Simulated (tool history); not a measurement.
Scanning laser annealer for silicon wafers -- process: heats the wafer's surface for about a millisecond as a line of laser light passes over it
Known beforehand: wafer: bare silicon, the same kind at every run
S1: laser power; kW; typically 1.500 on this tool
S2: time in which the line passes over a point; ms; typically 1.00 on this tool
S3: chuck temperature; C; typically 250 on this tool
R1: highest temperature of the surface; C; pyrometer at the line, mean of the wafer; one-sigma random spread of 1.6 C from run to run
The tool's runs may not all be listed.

Run 1, hour 0.0: usual settings. Result: R1 1003 C.
Run 2, hour 30.9: usual settings. Result: R1 1003 C.
Run 3, hour 61.3: usual settings. Result: R1 1007 C.
Run 4, hour 82.9: usual settings but S1 1.504 kW. Result: R1 1009 C.
Run 5, hour 108.7: usual settings but S1 1.473 kW. Result: R1 990 C.
Run 6, hour 128.6: usual settings but S3 281 C. Result: R1 1032 C.
Run 7, hour 149.8: usual settings but S3 281 C. Result: R1 1034 C.
Run 8, hour 181.0: usual settings but S3 281 C. Result: R1 1055 C.
Run 9, hour 193.6: usual settings but S3 253 C. Result: R1 1028 C.
Run 10, hour 214.3: usual settings but S3 253 C. Result: R1 1029 C.
Run 11, hour 242.8: usual settings but S2 0.85 ms. Result: R1 961 C.
Run 12, hour 273.7: usual settings but S2 0.85 ms. Result: R1 961 C.
Run 13, hour 291.6: usual settings but S2 0.85 ms. Result: R1 963 C.
Run 14, hour 306.8: usual settings but S1 1.321 kW. Result: R1 935 C.
Run 15, hour 328.4: usual settings but S3 274 C. Result: R1 1044 C.
Run 16, hour 351.8: usual settings but S3 274 C. Result: R1 1046 C.
Run 17, hour 364.6: usual settings but S3 274 C. Result: R1 1044 C.
Run 18, hour 381.7: usual settings but S3 274 C. Result: R1 1043 C.
Run 19, hour 396.2: usual settings but S3 235 C. Result: R1 1004 C.
Run 20, hour 417.6: usual settings but S3 235 C. Result: R1 1011 C.
Run 21, hour 441.4: usual settings but S3 235 C. Result: R1 1012 C.
Run 22, hour 460.9: usual settings but S3 235 C. Result: R1 1008 C.
Run 23, hour 479.3: usual settings but S1 1.596 kW, S3 235 C. Result: R1 1055 C.
Run 24, hour 503.0: usual settings but S1 1.571 kW, S3 216 C. Result: R1 1019 C.
Run 25, hour 521.0: usual settings but S1 1.378 kW. Result: R1 966 C.
Run 26, hour 537.2: usual settings but S3 268 C. Result: R1 1044 C.
Run 27, hour 552.2: usual settings but S3 268 C. Result: R1 1040 C.
Run 28, hour 576.4: usual settings but S2 0.97 ms, S3 268 C. Result: R1 1026 C.
Run 29, hour 605.9: usual settings but S2 0.97 ms, S3 268 C. Result: R1 1027 C.
Run 30, hour 627.3: usual settings but S1 1.466 kW, S3 270 C. Result: R1 1028 C.
Run 31, hour 642.7: usual settings but S1 1.466 kW, S2 1.02 ms, S3 277 C. Result: R1 1042 C.
Run 32, hour 655.8: usual settings but S1 1.299 kW, S2 1.02 ms, S3 283 C. Result: R1 966 C.
Run 33, hour 683.8: usual settings but S1 1.299 kW, S2 1.02 ms, S3 283 C. Result: R1 966 C.
Run 34, hour 699.6: usual settings but S1 1.299 kW, S2 1.02 ms, S3 283 C. Result: R1 967 C.
Run 35, hour 714.5: usual settings but S1 1.355 kW, S2 0.83 ms, S3 256 C. Result: R1 895 C.
Run 36, hour 731.8: usual settings but S1 1.307 kW, S2 1.01 ms, S3 260 C. Result: R1 943 C.
Run 37, hour 755.4: usual settings but S2 1.07 ms, S3 282 C. Result: R1 1079 C.
Run 38, hour 780.7: usual settings but S1 1.489 kW, S2 1.07 ms, S3 282 C. Result: R1 1070 C.
Run 39, hour 808.5: usual settings but S2 1.18 ms, S3 261 C. Result: R1 1091 C.
Run 40, hour 824.8: usual settings but S2 0.79 ms, S3 210 C. Result: R1 889 C.
Run 41, hour 855.7: usual settings but S2 0.79 ms, S3 210 C. Result: R1 888 C.

Not shown: 4 entries that the log had between the listed runs. Between which runs, and how does the tool's hidden state differ before and after?
Runs 7 to 8: window over the wafer cleaned (hour 167.6)
  light that passes the window, % of a clean one's: 96.95 -> 99.9; width of the line over the set one, %: 1.73 -> 1.77
  what was measured, less what the result would be without the hidden state, R1: -25 -> -6 C
Runs 19 to 20: optics aligned, line set to its width (hour 416.8)
  light that passes the window, % of a clean one's: 99.32 -> 99.27; laser's true power over the reading, %: 0.14 -> 0.15; width of the line over the set one, %: 2 -> 0.17
  what was measured, less what the result would be without the hidden state, R1: -10 -> -5 C
Runs 29 to 30: laser's power meter calibrated (hour 611.3)
  light that passes the window, % of a clean one's: 98.75 -> 98.7; laser's true power over the reading, %: 0.17 -> 0.27; width of the line over the set one, %: 0.38 -> 0.4
  what was measured, less what the result would be without the hidden state, R1: -9 -> -8 C
Runs 37 to 38: laser's power meter calibrated, once more (hour 774.1)
  light that passes the window, % of a clean one's: 98.33 -> 98.27; laser's true power over the reading, %: 0.28 -> -0.06; width of the line over the set one, %: 0.54 -> 0.56
  what was measured, less what the result would be without the hidden state, R1: -12 -> -14 C
